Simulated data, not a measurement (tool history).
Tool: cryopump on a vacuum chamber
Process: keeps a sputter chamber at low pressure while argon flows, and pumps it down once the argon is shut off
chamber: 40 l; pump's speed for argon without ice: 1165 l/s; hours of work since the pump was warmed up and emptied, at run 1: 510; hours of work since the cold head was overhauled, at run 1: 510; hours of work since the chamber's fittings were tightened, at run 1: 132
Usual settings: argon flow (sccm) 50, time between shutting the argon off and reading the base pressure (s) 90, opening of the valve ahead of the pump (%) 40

| run | hour | argon flow (sccm) | time between shutting the argon off and reading the base pressure (s) | opening of the valve ahead of the pump (%) | hours of work since the pump was warmed up and emptied | hours of work since the cold head was overhauled | hours of work since the chamber's fittings were tightened | pressure while argon flows (Pa) | pressure after the wait (uPa) |
|---|---|---|---|---|---|---|---|---|---|
| 1 | 0 | 50 | 90 | 40 | 510 | 510 | 132 | 0.1891 | 1.73 |
| 2 | 17.7 | 50 | 90 | 40 | 519 | 519 | 141 | 0.1893 | 1.68 |
| 3 | 42 | 50 | 90 | 40 | 531 | 531 | 153 | 0.1891 | 1.72 |
| 4 | 71.2 | 50 | 90 | 40 | 546 | 546 | 168 | 0.1903 | 1.74 |
| 5 | 89.3 | 22 | 90 | 40 | 555 | 555 | 177 | 0.0837 | 1.75 |
| 6 | 120.3 | 22 | 90 | 40 | 571 | 571 | 193 | 0.0842 | 1.76 |
| 7 | 150.8 | 22 | 90 | 40 | 586 | 586 | 208 | 0.0831 | 1.73 |
| 8 | 178.5 | 50 | 44 | 40 | 600 | 600 | 222 | 0.1928 | 3.07 |
| 9 | 202.9 | 24 | 192 | 52 | 613 | 613 | 235 | 0.0723 | 1.12 |
| 10 | 222 | 38 | 78 | 52 | 622 | 622 | 244 | 0.1126 | 1.96 |
| 11 | 235.6 | 38 | 78 | 52 | 629 | 629 | 251 | 0.1129 | 2.02 |
| 12 | 260.8 | 22 | 49 | 52 | 642 | 642 | 264 | 0.0651 | 2.88 |
| 13 | 278.4 | 22 | 49 | 52 | 651 | 651 | 273 | 0.0656 | 2.83 |
| 14 | 299.6 | 50 | 89 | 31 | 662 | 662 | 284 | 0.2463 | 1.81 |

The same runs without the tool's hidden state, with the same run-to-run variation:
The hidden state here: pump's speed, % of a pump's without ice; cold plate's temperature, K; leak into the chamber, uPa l/s; drift of the gauge itself on working_pa, %; drift of the gauge itself on base_upa, %.
| run | pressure while argon flows (Pa) | pressure after the wait (uPa) |
|---|---|---|
| 1 | 0.1811 | 1.55 |
| 2 | 0.1811 | 1.5 |
| 3 | 0.1808 | 1.52 |
| 4 | 0.1817 | 1.54 |
| 5 | 0.0798 | 1.54 |
| 6 | 0.0803 | 1.54 |
| 7 | 0.079 | 1.5 |
| 8 | 0.1833 | 2.82 |
| 9 | 0.0676 | 0.87 |
| 10 | 0.1051 | 1.7 |
| 11 | 0.1053 | 1.75 |
| 12 | 0.0606 | 2.6 |
| 13 | 0.061 | 2.55 |
| 14 | 0.2357 | 1.52 |
